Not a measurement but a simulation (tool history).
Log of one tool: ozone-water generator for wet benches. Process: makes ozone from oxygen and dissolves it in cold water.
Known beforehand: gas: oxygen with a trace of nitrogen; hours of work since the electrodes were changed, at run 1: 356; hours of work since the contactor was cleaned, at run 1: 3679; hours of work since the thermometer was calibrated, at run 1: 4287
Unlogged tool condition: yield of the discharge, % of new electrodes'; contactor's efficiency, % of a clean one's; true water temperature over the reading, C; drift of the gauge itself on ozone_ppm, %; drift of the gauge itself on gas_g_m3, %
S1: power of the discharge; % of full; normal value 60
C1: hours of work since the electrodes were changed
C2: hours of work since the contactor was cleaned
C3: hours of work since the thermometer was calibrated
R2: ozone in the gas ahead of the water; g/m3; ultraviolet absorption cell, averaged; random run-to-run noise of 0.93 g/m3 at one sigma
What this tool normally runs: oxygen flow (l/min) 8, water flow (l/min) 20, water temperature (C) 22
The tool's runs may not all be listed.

run 1 hour=0 | S1=60 oxygen_flow_(l/min)=8 water_flow_(l/min)=20 water_temperature_(C)=22 | C1=356 C2=3679 C3=4287 | dissolved_ozone_(ppm)=19.9 R2=156.7
run 2 hour=22.1 | S1=60 oxygen_flow_(l/min)=8 water_flow_(l/min)=20 water_temperature_(C)=22 | C1=370 C2=3693 C3=4301 | dissolved_ozone_(ppm)=19.8 R2=158.7
run 3 hour=51.3 | S1=60 oxygen_flow_(l/min)=8 water_flow_(l/min)=31 water_temperature_(C)=22 | C1=389 C2=3712 C3=4320 | dissolved_ozone_(ppm)=14.6 R2=158.2
run 4 hour=89.2 | S1=60 oxygen_flow_(l/min)=8 water_flow_(l/min)=31 water_temperature_(C)=22 | C1=413 C2=3736 C3=4344 | dissolved_ozone_(ppm)=14.4 R2=159
run 5 hour=107.1 | S1=60 oxygen_flow_(l/min)=8 water_flow_(l/min)=31 water_temperature_(C)=22 | C1=424 C2=3748 C3=4356 | dissolved_ozone_(ppm)=14.4 R2=157.2
run 6 hour=144.3 | S1=60 oxygen_flow_(l/min)=8 water_flow_(l/min)=31 water_temperature_(C)=22 | C1=448 C2=3772 C3=4380 | dissolved_ozone_(ppm)=14.4 R2=156.8
run 7 hour=186.7 | S1=47 oxygen_flow_(l/min)=8 water_flow_(l/min)=20 water_temperature_(C)=22 | C1=475 C2=3799 C3=4407 | dissolved_ozone_(ppm)=17 R2=135.1
run 8 hour=222.8 | S1=47 oxygen_flow_(l/min)=8 water_flow_(l/min)=20 water_temperature_(C)=22 | C1=498 C2=3822 C3=4430 | dissolved_ozone_(ppm)=16.8 R2=132.7
run 9 hour=261.7 | S1=47 oxygen_flow_(l/min)=8 water_flow_(l/min)=20 water_temperature_(C)=22 | C1=523 C2=3847 C3=4455 | dissolved_ozone_(ppm)=16.9 R2=134.9
run 10 hour=299.2 | S1=60 oxygen_flow_(l/min)=8 water_flow_(l/min)=20 water_temperature_(C)=22 | C1=547 C2=3871 C3=4479 | dissolved_ozone_(ppm)=19.8 R2=157.5
run 11 hour=323.1 | S1=60 oxygen_flow_(l/min)=8 water_flow_(l/min)=20 water_temperature_(C)=22 | C1=563 C2=3886 C3=4494 | dissolved_ozone_(ppm)=19.7 R2=158
run 12 hour=346.6 | S1=60 oxygen_flow_(l/min)=8 water_flow_(l/min)=20 water_temperature_(C)=22 | C1=578 C2=3901 C3=4509 | dissolved_ozone_(ppm)=19.9 R2=159.2
run 13 hour=364.2 | S1=60 oxygen_flow_(l/min)=8 water_flow_(l/min)=20 water_temperature_(C)=22 | C1=589 C2=3912 C3=4520 | dissolved_ozone_(ppm)=19.8 R2=159.3
run 14 hour=407.3 | S1=60 oxygen_flow_(l/min)=8 water_flow_(l/min)=20 water_temperature_(C)=22 | C1=616 C2=3940 C3=4548 | dissolved_ozone_(ppm)=19.6 R2=160
run 15 hour=445.2 | S1=60 oxygen_flow_(l/min)=8 water_flow_(l/min)=20 water_temperature_(C)=22 | C1=641 C2=3964 C3=4572 | dissolved_ozone_(ppm)=20.1 R2=156.3
run 16 hour=475.3 | S1=60 oxygen_flow_(l/min)=8 water_flow_(l/min)=20 water_temperature_(C)=22 | C1=660 C2=3983 C3=4591 | dissolved_ozone_(ppm)=19.8 R2=158.7
run 17 hour=497 | S1=60 oxygen_flow_(l/min)=8 water_flow_(l/min)=20 water_temperature_(C)=22 | C1=674 C2=3997 C3=4605 | dissolved_ozone_(ppm)=19.5 R2=158.9
run 18 hour=518.6 | S1=89 oxygen_flow_(l/min)=4.37 water_flow_(l/min)=29 water_temperature_(C)=22 | C1=688 C2=4011 C3=4619 | dissolved_ozone_(ppm)=21.2 R2=312.9
run 19 hour=550.7 | S1=89 oxygen_flow_(l/min)=4.37 water_flow_(l/min)=20 water_temperature_(C)=16 | C1=708 C2=4032 C3=4640 | dissolved_ozone_(ppm)=31.6 R2=312.3
run 20 hour=569.8 | S1=56 oxygen_flow_(l/min)=5.05 water_flow_(l/min)=20 water_temperature_(C)=22 | C1=720 C2=4044 C3=4652 | dissolved_ozone_(ppm)=21 R2=206.7
run 21 hour=589.7 | S1=56 oxygen_flow_(l/min)=5.05 water_flow_(l/min)=20 water_temperature_(C)=22 | C1=733 C2=4057 C3=4665 | dissolved_ozone_(ppm)=21.1 R2=207.2
run 22 hour=632.4 | S1=62 oxygen_flow_(l/min)=8 water_flow_(l/min)=20 water_temperature_(C)=22 | C1=760 C2=4084 C3=4692 | dissolved_ozone_(ppm)=20.2 R2=162.2
run 23 hour=652.3 | S1=60 oxygen_flow_(l/min)=8.25 water_flow_(l/min)=20 water_temperature_(C)=22 | C1=773 C2=4097 C3=4705 | dissolved_ozone_(ppm)=19.4 R2=153.4
run 24 hour=675.7 | S1=60 oxygen_flow_(l/min)=8 water_flow_(l/min)=25 water_temperature_(C)=30 | C1=788 C2=4112 C3=4720 | dissolved_ozone_(ppm)=14.8 R2=159.4
run 25 hour=693.5 | S1=89 oxygen_flow_(l/min)=12.67 water_flow_(l/min)=27 water_temperature_(C)=30 | C1=800 C2=4123 C3=4731 | dissolved_ozone_(ppm)=15.5 R2=149.3
run 26 hour=723.8 | S1=89 oxygen_flow_(l/min)=4.07 water_flow_(l/min)=22 water_temperature_(C)=30 | C1=819 C2=4142 C3=4750 | dissolved_ozone_(ppm)=24.4 R2=327.9
run 27 hour=752.9 | S1=45 oxygen_flow_(l/min)=4.49 water_flow_(l/min)=20 water_temperature_(C)=22 | C1=838 C2=4161 C3=4769 | dissolved_ozone_(ppm)=18.4 R2=194.9
run 28 hour=792.5 | S1=45 oxygen_flow_(l/min)=4.49 water_flow_(l/min)=17 water_temperature_(C)=22 | C1=863 C2=4186 C3=4794 | dissolved_ozone_(ppm)=20.6 R2=195
run 29 hour=815.5 | S1=64 oxygen_flow_(l/min)=4.49 water_flow_(l/min)=17 water_temperature_(C)=19 | C1=878 C2=4201 C3=4809 | dissolved_ozone_(ppm)=27.3 R2=247.9
run 30 hour=853.1 | S1=64 oxygen_flow_(l/min)=4.49 water_flow_(l/min)=17 water_temperature_(C)=19 | C1=902 C2=4225 C3=4833 | dissolved_ozone_(ppm)=27.8 R2=246.5
run 31 hour=894.5 | S1=64 oxygen_flow_(l/min)=4.49 water_flow_(l/min)=17 water_temperature_(C)=19 | C1=928 C2=4252 C3=4860 | dissolved_ozone_(ppm)=27.6 R2=245.8
run 32 hour=913.9 | S1=64 oxygen_flow_(l/min)=4.49 water_flow_(l/min)=17 water_temperature_(C)=19 | C1=941 C2=4264 C3=4872 | dissolved_ozone_(ppm)=27.5 R2=244.9
run 33 hour=954.1 | S1=91 oxygen_flow_(l/min)=9.37 water_flow_(l/min)=13 water_temperature_(C)=14 | C1=966 C2=4290 C3=4898 | dissolved_ozone_(ppm)=37 R2=187.4

Forecast each of these 3 alternatives for the next run:
run A hour=988.4 | S1=53 oxygen_flow_(l/min)=4.94 water_flow_(l/min)=18 water_temperature_(C)=22 | C1=988 C2=4312 C3=4920 | dissolved_ozone_(ppm)=? R2=?
run B hour=988.4 | S1=98 oxygen_flow_(l/min)=9.37 water_flow_(l/min)=27 water_temperature_(C)=14 | C1=988 C2=4312 C3=4920 | dissolved_ozone_(ppm)=? R2=?
run C hour=988.4 | S1=60 oxygen_flow_(l/min)=8.26 water_flow_(l/min)=20 water_temperature_(C)=22 | C1=988 C2=4312 C3=4920 | dissolved_ozone_(ppm)=? R2=?

run=A dissolved_ozone_(ppm)=22 R2=204.5
run=B dissolved_ozone_(ppm)=24.4 R2=195
run=C dissolved_ozone_(ppm)=19.6 R2=152
The same runs, with their run-to-run variation unchanged, on a tool lacking any hidden condition would have given:
run=A dissolved_ozone_(ppm)=22 R2=204.6
run=B dissolved_ozone_(ppm)=24.5 R2=195.1
run=C dissolved_ozone_(ppm)=19.6 R2=152
